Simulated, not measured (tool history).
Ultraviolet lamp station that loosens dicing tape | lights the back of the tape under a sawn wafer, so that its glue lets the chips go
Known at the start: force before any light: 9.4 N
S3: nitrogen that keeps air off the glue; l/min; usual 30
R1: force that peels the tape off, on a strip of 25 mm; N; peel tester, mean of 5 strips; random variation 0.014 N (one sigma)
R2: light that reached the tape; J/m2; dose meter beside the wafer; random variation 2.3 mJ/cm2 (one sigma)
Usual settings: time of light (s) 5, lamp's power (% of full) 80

{"run": 1, "hour": 0.0, "time of light (s)": 5, "lamp's power (% of full)": 80, "S3": 30, "R1": 1.05, "R2": 1880}
{"run": 2, "hour": 16.7, "time of light (s)": 5, "lamp's power (% of full)": 80, "S3": 30, "R1": 1.047, "R2": 1910}
{"run": 3, "hour": 28.6, "time of light (s)": 5, "lamp's power (% of full)": 94, "S3": 30, "R1": 0.804, "R2": 2210}
{"run": 4, "hour": 39.9, "time of light (s)": 5, "lamp's power (% of full)": 94, "S3": 30, "R1": 0.775, "R2": 2200}
{"run": 5, "hour": 60.0, "time of light (s)": 5, "lamp's power (% of full)": 80, "S3": 30, "R1": 1.109, "R2": 1900}
{"run": 6, "hour": 79.6, "time of light (s)": 5, "lamp's power (% of full)": 80, "S3": 30, "R1": 1.136, "R2": 1850}
{"run": 7, "hour": 98.8, "time of light (s)": 5, "lamp's power (% of full)": 99, "S3": 30, "R1": 0.71, "R2": 2330}
{"run": 8, "hour": 117.9, "time of light (s)": 5, "lamp's power (% of full)": 80, "S3": 30, "R1": 1.131, "R2": 1860}
{"run": 9, "hour": 131.2, "time of light (s)": 4, "lamp's power (% of full)": 65, "S3": 13, "R1": 3.169, "R2": 1190}
{"hour": 133.1, "done": "window cleaned of glue's vapour"}
{"run": 10, "hour": 151.9, "time of light (s)": 4, "lamp's power (% of full)": 65, "S3": 13, "R1": 3.257, "R2": 1160}
{"run": 11, "hour": 163.0, "time of light (s)": 4, "lamp's power (% of full)": 65, "S3": 13, "R1": 3.184, "R2": 1180}
{"run": 12, "hour": 187.2, "time of light (s)": 5, "lamp's power (% of full)": 92, "S3": 9, "R1": 1.886, "R2": 2060}
{"run": 13, "hour": 204.2, "time of light (s)": 5, "lamp's power (% of full)": 64, "S3": 30, "R1": 1.692, "R2": 1430}
{"run": 14, "hour": 215.4, "time of light (s)": 7, "lamp's power (% of full)": 61, "S3": 16, "R1": 1.593, "R2": 1930}
{"run": 15, "hour": 238.9, "time of light (s)": 6, "lamp's power (% of full)": 76, "S3": 23, "R1": 1.087, "R2": 2040}

4 ways to go on from here, each from the tool as it stands after run 15. What would each give?
{"run": "A", "hour": 257.0, "time of light (s)": 6, "lamp's power (% of full)": 65, "S3": 23, "R1": "?", "R2": "?"}
{"run": "B", "hour": 257.0, "time of light (s)": 5, "lamp's power (% of full)": 77, "S3": 9, "R1": "?", "R2": "?"}
{"run": "C", "hour": 257.0, "time of light (s)": 9, "lamp's power (% of full)": 67, "S3": 43, "R1": "?", "R2": "?"}
{"run": "D", "hour": 257.0, "time of light (s)": 5, "lamp's power (% of full)": 78, "S3": 19, "R1": "?", "R2": "?"}

run=A R1=1.497 R2=1690
run=B R1=2.548 R2=1690
run=C R1=0.457 R2=2640
run=D R1=1.665 R2=1720
Without the tool's hidden state the same runs would have given:
run=A R1=0.852 R2=2310
run=B R1=1.648 R2=2300
run=C R1=0.296 R2=3590
run=D R1=0.972 R2=2330
